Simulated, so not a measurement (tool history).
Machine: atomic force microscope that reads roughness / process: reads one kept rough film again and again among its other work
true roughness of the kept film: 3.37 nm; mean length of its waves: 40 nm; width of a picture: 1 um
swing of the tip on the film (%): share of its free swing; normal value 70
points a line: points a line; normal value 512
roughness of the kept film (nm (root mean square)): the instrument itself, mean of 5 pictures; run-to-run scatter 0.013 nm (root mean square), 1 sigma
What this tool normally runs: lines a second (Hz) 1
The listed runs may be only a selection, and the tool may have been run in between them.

run   hour  lines a second (Hz)  swing of the tip on the film (%)  points a line  roughness of the kept film (nm (root mean square))
  1      0                    1                                70            512                                               3.031
  2   23.2                 3.78                                70            512                                               2.581
  3   49.9                 3.78                                70            512                                               2.559
  4   62.2                 0.58                                70            512                                               3.126
  5   80.9                 0.58                                70            512                                               3.114
  6   94.7                 0.58                                70            512                                               3.099
  7    109                 0.58                                70            512                                               3.095
  8  127.2                 0.58                                70            512                                               3.097
  9  146.9                 0.58                                70            371                                               3.106
 10  168.5                 0.58                                71            371                                               3.073
 11  195.3                 0.58                                71            371                                               3.082
 12  221.3                 0.58                                71            371                                               3.088
 13  235.6                 0.58                                71            371                                                3.08
 14  250.2                    1                                56            512                                               3.145
 15  265.7                    1                                56            512                                               3.122
 16  290.3                    1                                56            512                                               3.131
 17  315.2                    1                                56            403                                               3.119
 18  334.2                    1                                56            403                                                3.15
 19  350.3                    1                                79            403                                               2.903
 20  375.1                    1                                79            403                                               2.902
 21  397.7                 0.68                                79            403                                               3.009
 22    419                 0.55                                70            585                                               3.108
 23  432.1                 1.93                                64            512                                               2.937
 24    457                    1                                59            503                                               3.144
 25  474.2                 2.36                                62            487                                               2.934
 26  487.2                 0.73                                76            487                                               3.032
 27  501.2                 0.83                                81            373                                               2.931
 28  517.9                 0.91                                82            334                                               2.881
 29  542.5                 0.91                                82            334                                               2.874
 30  566.7                 0.91                                82            334                                               2.876
 31  577.5                 1.35                                77            256                                               2.817
 32  602.9                 0.95                                63            335                                               3.104
 33  620.7                    1                                66            512                                               3.033
 34  633.8                    1                                63            512                                               3.086
 35  649.9                    1                                67            512                                               3.074
 36  660.6                    1                                70            720                                                3.02
 37  685.2                    1                                70            451                                                   3

Between the runs listed above, the log contained 20 entries, not reproduced here. Where in the sequence does each belong, and how does what the log doesn't record of the tool's condition differ from the listed run before to the listed run after?
In the gap between runs 1 and 2: new tip fitted (hour 8.9)
  nothing in the hidden state changes from one run to the other
In the gap between runs 2 and 3: new tip fitted (hour 43.2)
  radius of the tip, nm: 5.1 -> 5
In the gap between runs 4 and 5: new tip fitted (hour 77.3)
  radius of the tip, nm: 5.1 -> 5
In the gap between runs 7 and 8: new tip fitted (hour 111.3)
  radius of the tip, nm: 5.2 -> 5.1
In the gap between runs 8 and 9: new tip fitted (hour 145.8)
  radius of the tip, nm: 5.1 -> 5
In the gap between runs 10 and 11: new tip fitted (hour 180.2)
  nothing in the hidden state changes from one run to the other
In the gap between runs 11 and 12: new tip fitted (hour 214.3)
  radius of the tip, nm: 5.1 -> 5
In the gap between runs 13 and 14: new tip fitted (hour 248.5)
  radius of the tip, nm: 5.1 -> 5
In the gap between runs 15 and 16: new tip fitted (hour 283.3)
  radius of the tip, nm: 5.1 -> 5
In the gap between runs 17 and 18: new tip fitted (hour 318)
  radius of the tip, nm: 5.2 -> 5.1
In the gap between runs 19 and 20: new tip fitted (hour 352.5)
  radius of the tip, nm: 5.2 -> 5.1
In the gap between runs 20 and 21: new tip fitted (hour 386.8)
  height scale over the true one, %: 0.01 -> 0.02
In the gap between runs 22 and 23: new tip fitted (hour 420.6)
  radius of the tip, nm: 5.2 -> 5.1
In the gap between runs 23 and 24: new tip fitted (hour 456.3)
  radius of the tip, nm: 5.1 -> 5
In the gap between runs 26 and 27: new tip fitted (hour 490)
  nothing in the hidden state changes from one run to the other
In the gap between runs 28 and 29: new tip fitted (hour 524.7)
  radius of the tip, nm: 5.2 -> 5.1
In the gap between runs 29 and 30: new tip fitted (hour 559.8)
  radius of the tip, nm: 5.1 -> 5
In the gap between runs 31 and 32: new tip fitted (hour 594.9)
  radius of the tip, nm: 5.1 -> 5
In the gap between runs 33 and 34: new tip fitted (hour 628.9)
  radius of the tip, nm: 5.1 -> 5
In the gap between runs 36 and 37: new tip fitted (hour 663.2)
  radius of the tip, nm: 5.2 -> 5.1
